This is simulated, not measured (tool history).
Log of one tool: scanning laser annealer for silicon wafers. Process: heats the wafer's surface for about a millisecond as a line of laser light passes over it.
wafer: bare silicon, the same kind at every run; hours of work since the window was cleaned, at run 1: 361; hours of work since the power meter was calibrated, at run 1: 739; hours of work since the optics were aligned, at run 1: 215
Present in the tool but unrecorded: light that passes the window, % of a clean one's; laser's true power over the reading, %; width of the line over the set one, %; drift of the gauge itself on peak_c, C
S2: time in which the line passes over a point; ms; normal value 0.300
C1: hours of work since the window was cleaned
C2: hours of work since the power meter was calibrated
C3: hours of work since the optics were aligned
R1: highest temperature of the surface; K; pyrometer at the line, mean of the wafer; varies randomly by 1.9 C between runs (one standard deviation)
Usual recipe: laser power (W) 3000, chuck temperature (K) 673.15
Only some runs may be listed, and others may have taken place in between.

run 1 day=0.000 | laser_power_(W)=3000 S2=0.300 chuck_temperature_(K)=673.15 | C1=361 C2=739 C3=215 | R1=1407.15
run 2 day=1.346 | laser_power_(W)=3000 S2=0.300 chuck_temperature_(K)=673.15 | C1=378 C2=756 C3=232 | R1=1405.15
run 3 day=2.788 | laser_power_(W)=3000 S2=0.300 chuck_temperature_(K)=673.15 | C1=396 C2=774 C3=250 | R1=1406.15
run 4 day=4.542 | laser_power_(W)=3000 S2=0.300 chuck_temperature_(K)=673.15 | C1=418 C2=796 C3=272 | R1=1399.15
-- day=5.638 window over the wafer cleaned
run 5 day=5.983 | laser_power_(W)=3000 S2=0.300 chuck_temperature_(K)=673.15 | C1=4 C2=813 C3=289 | R1=1425.15
run 6 day=7.388 | laser_power_(W)=3000 S2=0.300 chuck_temperature_(K)=673.15 | C1=22 C2=831 C3=307 | R1=1425.15
run 7 day=9.525 | laser_power_(W)=3000 S2=0.300 chuck_temperature_(K)=698.15 | C1=49 C2=857 C3=334 | R1=1448.15
run 8 day=11.558 | laser_power_(W)=3000 S2=0.339 chuck_temperature_(K)=673.15 | C1=74 C2=883 C3=359 | R1=1466.15
run 9 day=13.521 | laser_power_(W)=3000 S2=0.339 chuck_temperature_(K)=673.15 | C1=99 C2=907 C3=383 | R1=1463.15
run 10 day=14.521 | laser_power_(W)=3000 S2=0.339 chuck_temperature_(K)=673.15 | C1=111 C2=920 C3=396 | R1=1462.15
run 11 day=16.617 | laser_power_(W)=3000 S2=0.273 chuck_temperature_(K)=673.15 | C1=137 C2=946 C3=422 | R1=1379.15
run 12 day=17.838 | laser_power_(W)=3000 S2=0.273 chuck_temperature_(K)=673.15 | C1=153 C2=961 C3=437 | R1=1382.15
run 13 day=19.588 | laser_power_(W)=3000 S2=0.273 chuck_temperature_(K)=635.15 | C1=175 C2=983 C3=459 | R1=1343.15
run 14 day=21.242 | laser_power_(W)=3000 S2=0.273 chuck_temperature_(K)=635.15 | C1=195 C2=1004 C3=480 | R1=1341.15
run 15 day=22.975 | laser_power_(W)=3000 S2=0.273 chuck_temperature_(K)=690.15 | C1=217 C2=1026 C3=502 | R1=1394.15
run 16 day=24.408 | laser_power_(W)=2821 S2=0.273 chuck_temperature_(K)=690.15 | C1=235 C2=1044 C3=520 | R1=1342.15
run 17 day=25.833 | laser_power_(W)=2563 S2=0.300 chuck_temperature_(K)=673.15 | C1=253 C2=1062 C3=538 | R1=1270.15
run 18 day=27.221 | laser_power_(W)=2563 S2=0.300 chuck_temperature_(K)=673.15 | C1=270 C2=1079 C3=555 | R1=1271.15
run 19 day=28.329 | laser_power_(W)=2563 S2=0.244 chuck_temperature_(K)=645.15 | C1=284 C2=1093 C3=569 | R1=1189.15
run 20 day=30.371 | laser_power_(W)=3142 S2=0.276 chuck_temperature_(K)=705.15 | C1=309 C2=1118 C3=594 | R1=1450.15
run 21 day=31.888 | laser_power_(W)=2798 S2=0.300 chuck_temperature_(K)=673.15 | C1=328 C2=1137 C3=613 | R1=1342.15
run 22 day=33.046 | laser_power_(W)=2798 S2=0.296 chuck_temperature_(K)=673.15 | C1=343 C2=1152 C3=628 | R1=1334.15
run 23 day=35.304 | laser_power_(W)=2798 S2=0.296 chuck_temperature_(K)=673.15 | C1=371 C2=1180 C3=656 | R1=1337.15
run 24 day=36.658 | laser_power_(W)=2954 S2=0.258 chuck_temperature_(K)=676.15 | C1=388 C2=1197 C3=673 | R1=1337.15
run 25 day=38.883 | laser_power_(W)=3236 S2=0.312 chuck_temperature_(K)=707.15 | C1=416 C2=1225 C3=701 | R1=1522.15
-- day=40.175 window over the wafer cleaned
run 26 day=40.779 | laser_power_(W)=3236 S2=0.336 chuck_temperature_(K)=702.15 | C1=8 C2=1247 C3=723 | R1=1570.15
run 27 day=42.746 | laser_power_(W)=3186 S2=0.287 chuck_temperature_(K)=640.15 | C1=32 C2=1272 C3=748 | R1=1425.15
run 28 day=45.067 | laser_power_(W)=3000 S2=0.294 chuck_temperature_(K)=673.15 | C1=61 C2=1301 C3=777 | R1=1409.15
run 29 day=46.200 | laser_power_(W)=3000 S2=0.300 chuck_temperature_(K)=673.15 | C1=75 C2=1315 C3=791 | R1=1411.15
run 30 day=48.175 | laser_power_(W)=3085 S2=0.300 chuck_temperature_(K)=709.15 | C1=100 C2=1340 C3=816 | R1=1475.15
run 31 day=49.704 | laser_power_(W)=2738 S2=0.329 chuck_temperature_(K)=665.15 | C1=119 C2=1359 C3=835 | R1=1349.15
run 32 day=51.171 | laser_power_(W)=2647 S2=0.371 chuck_temperature_(K)=681.15 | C1=138 C2=1377 C3=853 | R1=1371.15
run 33 day=52.646 | laser_power_(W)=2647 S2=0.363 chuck_temperature_(K)=712.15 | C1=156 C2=1396 C3=872 | R1=1396.15
run 34 day=54.033 | laser_power_(W)=2647 S2=0.363 chuck_temperature_(K)=712.15 | C1=173 C2=1413 C3=889 | R1=1394.15

Had the tool no unlogged condition, and each run kept its random variation, what would the results have been?
run=1 R1=1428.15
run=2 R1=1427.15
run=3 R1=1430.15
run=4 R1=1424.15
run=5 R1=1427.15
run=6 R1=1429.15
run=7 R1=1454.15
run=8 R1=1474.15
run=9 R1=1473.15
run=10 R1=1473.15
run=11 R1=1391.15
run=12 R1=1395.15
run=13 R1=1357.15
run=14 R1=1357.15
run=15 R1=1411.15
run=16 R1=1359.15
run=17 R1=1287.15
run=18 R1=1288.15
run=19 R1=1205.15
run=20 R1=1475.15
run=21 R1=1365.15
run=22 R1=1358.15
run=23 R1=1363.15
run=24 R1=1364.15
run=25 R1=1557.15
run=26 R1=1582.15
run=27 R1=1439.15
run=28 R1=1423.15
run=29 R1=1427.15
run=30 R1=1492.15
run=31 R1=1366.15
run=32 R1=1390.15
run=33 R1=1415.15
run=34 R1=1415.15
